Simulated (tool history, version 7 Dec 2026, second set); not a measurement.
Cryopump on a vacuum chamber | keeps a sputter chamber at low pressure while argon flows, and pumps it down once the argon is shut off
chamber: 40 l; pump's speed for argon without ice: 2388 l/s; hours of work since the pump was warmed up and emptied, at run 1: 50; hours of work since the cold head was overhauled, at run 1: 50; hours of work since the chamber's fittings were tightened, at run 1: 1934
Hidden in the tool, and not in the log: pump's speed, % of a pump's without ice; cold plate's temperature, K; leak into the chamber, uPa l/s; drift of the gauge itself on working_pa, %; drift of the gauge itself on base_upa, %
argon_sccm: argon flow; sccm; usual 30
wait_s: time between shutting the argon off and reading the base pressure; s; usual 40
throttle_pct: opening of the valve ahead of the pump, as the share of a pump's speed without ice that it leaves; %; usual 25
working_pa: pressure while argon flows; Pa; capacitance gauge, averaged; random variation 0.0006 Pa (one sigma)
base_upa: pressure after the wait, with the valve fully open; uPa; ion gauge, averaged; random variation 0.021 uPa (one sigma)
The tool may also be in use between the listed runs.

| run | day | argon_sccm | wait_s | throttle_pct | hours of work since the pump was warmed up and emptied | hours of work since the cold head was overhauled | hours of work since the chamber's fittings were tightened | working_pa | base_upa |
|---|---|---|---|---|---|---|---|---|---|
| 1 | 0 | 30 | 40 | 25 | 50 | 50 | 1934 | 0.0858 | 0.9 |
| 2 | 0.667 | 30 | 40 | 25 | 57 | 57 | 1941 | 0.0856 | 0.92 |
| 3 | 1.504 | 30 | 40 | 25 | 67 | 67 | 1951 | 0.0865 | 0.93 |
| 4 | 2.233 | 30 | 40 | 25 | 75 | 75 | 1959 | 0.0859 | 0.88 |
| 5 | 2.979 | 30 | 40 | 25 | 83 | 83 | 1967 | 0.0858 | 0.88 |
| 6 | 3.542 | 30 | 40 | 25 | 90 | 90 | 1974 | 0.0868 | 0.9 |
| 7 | 4.017 | 30 | 286 | 25 | 95 | 95 | 1979 | 0.0871 | 0.59 |
| 8 | 4.838 | 30 | 286 | 25 | 104 | 104 | 1988 | 0.0867 | 0.6 |
| 9 | 5.217 | 30 | 286 | 25 | 109 | 109 | 1993 | 0.0864 | 0.57 |
| 10 | 5.983 | 30 | 286 | 25 | 117 | 117 | 2001 | 0.0865 | 0.57 |
| 11 | 6.479 | 30 | 286 | 25 | 123 | 123 | 2007 | 0.0866 | 0.54 |
| 12 | 7.167 | 30 | 286 | 25 | 130 | 130 | 2014 | 0.0859 | 0.55 |
| 13 | 7.6 | 30 | 27 | 25 | 135 | 135 | 2019 | 0.0879 | 1.15 |
| 14 | 8.475 | 30 | 27 | 25 | 145 | 145 | 2029 | 0.0876 | 1.15 |
| 15 | 9.154 | 30 | 27 | 25 | 153 | 153 | 2037 | 0.0873 | 1.12 |
| 16 | 9.746 | 30 | 33 | 25 | 159 | 159 | 2043 | 0.0888 | 1.06 |
| 17 | 10.5 | 13 | 34 | 45 | 168 | 168 | 2052 | 0.0217 | 1 |
| 18 | 11.167 | 30 | 40 | 45 | 175 | 175 | 2059 | 0.0502 | 0.99 |
| 19 | 12.042 | 30 | 193 | 57 | 185 | 185 | 2069 | 0.0407 | 0.69 |
| 20 | 12.904 | 24 | 277 | 42 | 195 | 195 | 2079 | 0.0438 | 0.64 |
| 21 | 13.408 | 24 | 111 | 52 | 201 | 201 | 2085 | 0.0346 | 0.73 |
| 22 | 13.821 | 24 | 111 | 52 | 205 | 205 | 2089 | 0.036 | 0.7 |
| 23 | 14.333 | 18 | 40 | 18 | 211 | 211 | 2095 | 0.0741 | 0.97 |
| 24 | 14.904 | 18 | 40 | 18 | 217 | 217 | 2101 | 0.073 | 1 |
| 25 | 15.417 | 13 | 40 | 35 | 223 | 223 | 2107 | 0.0276 | 0.99 |
| 26 | 15.854 | 36 | 192 | 47 | 228 | 228 | 2112 | 0.0589 | 0.67 |
| 27 | 16.721 | 59 | 50 | 16 | 238 | 238 | 2122 | 0.271 | 0.98 |
| 28 | 17.246 | 59 | 50 | 16 | 244 | 244 | 2128 | 0.2704 | 0.92 |
| 29 | 17.838 | 59 | 50 | 16 | 250 | 250 | 2134 | 0.2704 | 0.92 |
| 30 | 18.6 | 59 | 50 | 16 | 259 | 259 | 2143 | 0.2723 | 0.95 |
| 31 | 19.262 | 14 | 57 | 25 | 266 | 266 | 2150 | 0.0421 | 0.9 |

3 ways to go on from here, each from the tool as it stands after run 31. What would each give?
| A | 19.933 | 30 | 24 | 25 | 274 | 274 | 2158 | ? | ? |
| B | 19.933 | 52 | 41 | 25 | 274 | 274 | 2158 | ? | ? |
| C | 19.933 | 30 | 40 | 31 | 274 | 274 | 2158 | ? | ? |

| run | working_pa | base_upa |
|---|---|---|
| A | 0.0902 | 1.28 |
| B | 0.1575 | 1.02 |
| C | 0.0741 | 1.03 |
Without the tool's hidden state the same runs would have given:
| run | working_pa | base_upa |
|---|---|---|
| A | 0.0845 | 0.77 |
| B | 0.1477 | 0.49 |
| C | 0.0685 | 0.52 |
